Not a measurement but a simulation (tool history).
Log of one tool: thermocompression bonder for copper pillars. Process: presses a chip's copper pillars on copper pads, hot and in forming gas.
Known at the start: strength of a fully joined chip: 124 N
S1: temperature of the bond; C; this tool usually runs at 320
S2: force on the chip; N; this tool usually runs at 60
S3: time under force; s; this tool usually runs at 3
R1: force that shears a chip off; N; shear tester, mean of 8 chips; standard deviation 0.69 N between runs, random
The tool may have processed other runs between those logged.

run,hour,S1,S2,S3,R1
1,0.0,320,60,3,46.2
2,42.5,320,60,6,61.5
3,79.5,320,60,6,58.4
4,130.7,320,60,3,45.4
5,174.1,297,60,3,32.9
6,222.5,320,60,3,45.3
7,265.7,320,60,3,45.6
8,299.8,320,60,3,45.0
9,363.1,320,60,3,44.6
10,423.4,330,60,3,48.6
11,459.8,330,60,3,48.6
12,508.3,330,60,3,48.8
# hour 546.9: forming gas filter changed
13,546.9,344,60,3,57.5
14,601.8,344,60,3,58.1
# hour 621.0: heater calibrated with a thermocouple chip
15,659.0,320,60,2,39.3
16,698.5,320,60,2,39.1
17,744.1,320,60,2,39.3
18,786.7,320,60,2,39.0
19,838.6,320,60,2,38.2
20,874.3,320,43,2,30.9
21,925.9,338,44,2,40.0
22,984.0,316,36,2,27.3
23,1029.6,316,36,2,27.4
# hour 1095.4: forming gas filter changed
24,1097.9,295,36,2,20.9
25,1165.2,295,36,2,21.1
26,1229.8,295,36,2,21.3
27,1261.4,295,36,2,20.5
28,1310.0,314,82,3,48.2
29,1372.2,314,60,7,56.8
30,1416.2,329,60,4,52.9
31,1448.2,329,60,2,40.7
32,1499.3,328,78,6,67.3
33,1566.4,344,60,3,55.3
34,1627.5,344,60,3,54.5
# hour 1640.2: forming gas filter changed
35,1686.7,327,81,3,55.5
36,1736.2,320,36,5,41.7
# hour 1785.8: heater calibrated with a thermocouple chip
37,1805.0,320,36,5,46.0
38,1857.2,334,68,4,63.4
39,1926.6,334,89,6,80.1

Alternative continuations, all from the tool just after run 39; predict every row:
A,1981.3,336,74,2,?
B,1981.3,334,39,2,?
C,1981.3,293,51,5,?
D,1981.3,300,80,3,?
E,1981.3,305,37,3,?

run,R1
A,52.1
B,37.9
C,37.0
D,41.3
E,30.7
The same runs, with their run-to-run variation unchanged, on a tool lacking any hidden condition would have given:
run,R1
A,53.0
B,38.4
C,37.6
D,42.0
E,31.1
